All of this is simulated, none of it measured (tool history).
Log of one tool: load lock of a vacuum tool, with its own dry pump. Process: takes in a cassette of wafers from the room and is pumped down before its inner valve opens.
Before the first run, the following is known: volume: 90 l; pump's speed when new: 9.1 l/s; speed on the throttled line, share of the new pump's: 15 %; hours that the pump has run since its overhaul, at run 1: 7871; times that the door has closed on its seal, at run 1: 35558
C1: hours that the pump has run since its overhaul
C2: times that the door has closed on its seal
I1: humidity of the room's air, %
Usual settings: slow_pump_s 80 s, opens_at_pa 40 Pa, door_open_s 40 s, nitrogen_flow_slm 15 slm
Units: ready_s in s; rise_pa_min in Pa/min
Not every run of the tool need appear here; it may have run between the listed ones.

Run 1, hour 0: usual settings; C1 7871; C2 35558; I1 43.7. Result: ready_s 159.1 s, rise_pa_min 0.488 Pa/min.
Run 2, hour 477.2: usual settings but opens_at_pa 48 Pa; C1 8348; C2 36561; I1 46.1. Result: ready_s 160.6 s, rise_pa_min 0.501 Pa/min.
Run 3, hour 962.1: usual settings; C1 8833; C2 37580; I1 42.6. Result: ready_s 163 s, rise_pa_min 0.526 Pa/min.
Run 4, hour 1268.8: usual settings; C1 9140; C2 38225; I1 45.3. Result: ready_s 164.9 s, rise_pa_min 0.554 Pa/min.
At hour 1534.7: door's seal changed, seat wiped.
Run 5, hour 1734.9: usual settings but nitrogen_flow_slm 26 slm; C1 9604; C2 421; I1 45.5. Result: ready_s 164.9 s, rise_pa_min 0.011 Pa/min.
Run 6, hour 2066.2: usual settings but slow_pump_s 60 s; C1 9936; C2 1117; I1 46.7. Result: ready_s 150 s, rise_pa_min 0.019 Pa/min.
At hour 2526.6: dry pump taken out, an overhauled one fitted.
Run 7, hour 2584.6: usual settings but slow_pump_s 61 s, opens_at_pa 65 Pa, door_open_s 137 s, nitrogen_flow_slm 35 slm; C1 58; C2 2195; I1 43.6. Result: ready_s 126.8 s, rise_pa_min 0.027 Pa/min.
Run 8, hour 2927.3: usual settings but slow_pump_s 61 s, opens_at_pa 65 Pa, door_open_s 137 s, nitrogen_flow_slm 35 slm; C1 401; C2 2915; I1 43.7. Result: ready_s 125.4 s, rise_pa_min 0.034 Pa/min.
Run 9, hour 3373.7: usual settings but slow_pump_s 149 s, opens_at_pa 61 Pa, door_open_s 137 s, nitrogen_flow_slm 6 slm; C1 847; C2 3854; I1 39.9. Result: ready_s 203.4 s, rise_pa_min 0.058 Pa/min.
Run 10, hour 3739.9: usual settings but slow_pump_s 149 s, opens_at_pa 61 Pa, door_open_s 137 s, nitrogen_flow_slm 6 slm; C1 1213; C2 4623; I1 45.1. Result: ready_s 200.8 s, rise_pa_min 0.065 Pa/min.
Run 11, hour 3960.3: usual settings but slow_pump_s 134 s, opens_at_pa 80 Pa, door_open_s 231 s, nitrogen_flow_slm 7 slm; C1 1434; C2 5087; I1 47.6. Result: ready_s 187.3 s, rise_pa_min 0.094 Pa/min.
Run 12, hour 4212: usual settings but slow_pump_s 66 s, opens_at_pa 54 Pa, door_open_s 88 s, nitrogen_flow_slm 14 slm; C1 1685; C2 5616; I1 45.6. Result: ready_s 134.1 s, rise_pa_min 0.054 Pa/min.

3 options for the next run, each taken on its own from the tool as it stands now. Forecast them:
Run A, hour 4632.1: usual settings but door_open_s 181 s; C1 2105; C2 6499; I1 45.2. Result: ready_s ?, rise_pa_min ?.
Run B, hour 4632.1: usual settings but opens_at_pa 61 Pa, nitrogen_flow_slm 11 slm; C1 2105; C2 6499; I1 45.5. Result: ready_s ?, rise_pa_min ?.
Run C, hour 4632.1: usual settings but slow_pump_s 66 s, opens_at_pa 46 Pa, door_open_s 210 s, nitrogen_flow_slm 14 slm; C1 2105; C2 6499; I1 45.1. Result: ready_s ?, rise_pa_min ?.

run  ready_s  rise_pa_min
  A    149.5        0.072
  B    143.4        0.044
  C    137.2        0.084
What these runs would have given with no unlogged condition in the tool:
run  ready_s  rise_pa_min
  A    145.4        0.038
  B    139.7         0.01
  C    133.1         0.05
